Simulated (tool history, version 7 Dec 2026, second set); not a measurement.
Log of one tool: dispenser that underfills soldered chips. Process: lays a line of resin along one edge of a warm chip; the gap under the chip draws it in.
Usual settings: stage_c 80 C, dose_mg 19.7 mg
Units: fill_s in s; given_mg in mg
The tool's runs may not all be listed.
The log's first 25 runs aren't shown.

{"run": 26, "hour": 146.5, "stage_c": 92, "dose_mg": 19.7, "fill_s": 74.1, "given_mg": 18.46}
{"hour": 149.6, "done": "new syringe of resin"}
{"run": 27, "hour": 154.3, "stage_c": 88, "dose_mg": 19.7, "fill_s": 81.7, "given_mg": 18.52}
{"hour": 157.4, "done": "new syringe of resin"}
{"hour": 162.3, "done": "dispensing valve cleaned and set on the balance"}
{"run": 28, "hour": 164.2, "stage_c": 88, "dose_mg": 19.7, "fill_s": 83.3, "given_mg": 19.69}
{"hour": 166.2, "done": "new syringe of resin"}
{"run": 29, "hour": 169.8, "stage_c": 88, "dose_mg": 18.8, "fill_s": 79.3, "given_mg": 18.7}
{"hour": 174.3, "done": "new syringe of resin"}
{"run": 30, "hour": 175.6, "stage_c": 72, "dose_mg": 20.6, "fill_s": 121.8, "given_mg": 20.43}
{"hour": 182.3, "done": "new syringe of resin"}
{"run": 31, "hour": 182.5, "stage_c": 66, "dose_mg": 21.7, "fill_s": 143.9, "given_mg": 21.39}
{"run": 32, "hour": 188.4, "stage_c": 73, "dose_mg": 22.1, "fill_s": 137.6, "given_mg": 21.98}
{"hour": 190.3, "done": "new syringe of resin"}
{"run": 33, "hour": 195.8, "stage_c": 85, "dose_mg": 19.1, "fill_s": 92.9, "given_mg": 18.71}
{"hour": 198.2, "done": "new syringe of resin"}
{"run": 34, "hour": 201.7, "stage_c": 85, "dose_mg": 22.5, "fill_s": 85.8, "given_mg": 22.1}

5 ways to go on from here, each from the tool as it stands after run 34. What would each give?
{"hour": 206.0, "done": "new syringe of resin"}
{"run": "A", "hour": 208.1, "stage_c": 68, "dose_mg": 21.7, "fill_s": "?", "given_mg": "?"}
{"hour": 206.0, "done": "new syringe of resin"}
{"run": "B", "hour": 208.1, "stage_c": 66, "dose_mg": 21.1, "fill_s": "?", "given_mg": "?"}
{"hour": 206.0, "done": "new syringe of resin"}
{"run": "C", "hour": 208.1, "stage_c": 72, "dose_mg": 22.4, "fill_s": "?", "given_mg": "?"}
{"hour": 206.0, "done": "new syringe of resin"}
{"run": "D", "hour": 208.1, "stage_c": 86, "dose_mg": 18.2, "fill_s": "?", "given_mg": "?"}
{"hour": 206.0, "done": "new syringe of resin"}
{"run": "E", "hour": 208.1, "stage_c": 85, "dose_mg": 18.4, "fill_s": "?", "given_mg": "?"}

run=A fill_s=140.6 given_mg=21.28
run=B fill_s=151.5 given_mg=20.66
run=C fill_s=124.9 given_mg=21.99
run=D fill_s=79.9 given_mg=17.93
run=E fill_s=81.7 given_mg=17.94
Without the tool's hidden state the same runs would have given:
run=A fill_s=148.2 given_mg=21.71
run=B fill_s=159.9 given_mg=21.08
run=C fill_s=131.5 given_mg=22.44
run=D fill_s=83.2 given_mg=18.29
run=E fill_s=85.1 given_mg=18.30
